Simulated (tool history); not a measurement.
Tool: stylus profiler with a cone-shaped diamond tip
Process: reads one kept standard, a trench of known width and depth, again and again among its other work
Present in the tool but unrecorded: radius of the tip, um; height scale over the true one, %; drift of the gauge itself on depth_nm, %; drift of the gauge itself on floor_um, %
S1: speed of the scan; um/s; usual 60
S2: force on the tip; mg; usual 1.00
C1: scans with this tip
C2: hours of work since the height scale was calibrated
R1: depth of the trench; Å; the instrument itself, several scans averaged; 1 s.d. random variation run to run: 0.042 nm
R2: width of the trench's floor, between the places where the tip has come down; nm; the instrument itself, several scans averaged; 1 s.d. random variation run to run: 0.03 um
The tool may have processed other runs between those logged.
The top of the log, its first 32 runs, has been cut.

run,hour,S1,S2,C1,C2,R1,R2
33,1279.9,117,1.03,4556,1126,1006.5,48340
34,1325.8,38,1.38,4664,1153,1009.0,48640
35,1381.6,95,1.72,4795,1185,1009.6,48450
36,1419.6,95,1.72,4885,1207,1009.8,48500
37,1473.6,176,1.00,5012,1239,1006.6,48080
38,1525.8,75,2.34,5135,1269,1012.3,48560
39,1562.1,208,0.58,5220,1290,1004.6,47710
40,1590.9,17,1.72,5288,1307,1010.0,48730
41,1639.5,153,2.31,5403,1335,1011.6,48310
42,1684.1,153,2.31,5508,1361,1012.4,48360
43,1725.1,184,0.81,5604,1385,1006.1,47990
44,1780.4,45,0.38,5734,1417,1003.7,48460
# hour 1811.1: height scale calibrated on a step standard
45,1831.5,45,0.38,5854,12,1003.1,48490

Consider 5 possible next runs. They are alternatives, not a sequence: every one starts from the tool as it was left by run 45. What does each give?
A,1862.6,31,1.04,5927,30,?,?
B,1862.6,39,0.35,5927,30,?,?
C,1862.6,238,1.91,5927,30,?,?
D,1862.6,17,0.38,5927,30,?,?
E,1862.6,31,0.87,5927,30,?,?

run,R1,R2
A,1006.6,48580
B,1004.0,48500
C,1009.6,48120
D,1003.2,48630
E,1005.7,48620
Without the tool's hidden state the same runs would have given:
run,R1,R2
A,1006.7,48580
B,1004.0,48510
C,1009.6,48130
D,1003.2,48630
E,1005.7,48630
